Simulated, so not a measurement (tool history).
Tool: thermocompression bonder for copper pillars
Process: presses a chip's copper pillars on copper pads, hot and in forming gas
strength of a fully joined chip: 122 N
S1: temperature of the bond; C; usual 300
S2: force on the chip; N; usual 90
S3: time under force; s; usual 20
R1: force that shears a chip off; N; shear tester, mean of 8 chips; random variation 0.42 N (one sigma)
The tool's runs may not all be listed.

run,hour,S1,S2,S3,R1
1,0,300,90,20,68
2,20,300,90,20,68.8
3,43,300,90,20,68.4
4,64.6,300,90,20,68.7
5,89.6,300,90,20,68.3
6,110.5,300,90,22,71.4
7,155.8,300,90,22,71.4
8,193.9,300,90,22,70.4
# hour 224.2: forming gas filter changed
9,230.9,300,90,22,72.5
10,271.5,300,90,20,69.8
11,292.5,300,90,20,70.5
12,314.3,300,90,20,70.2

Run 13 comes next. What will it give?
# hour 339.6: heater calibrated with a thermocouple chip
13,347.4,300,90,20,?

Run 13 gave R1 63.2 N.
Without the tool's hidden state the same run would have given R1 61.4 N.
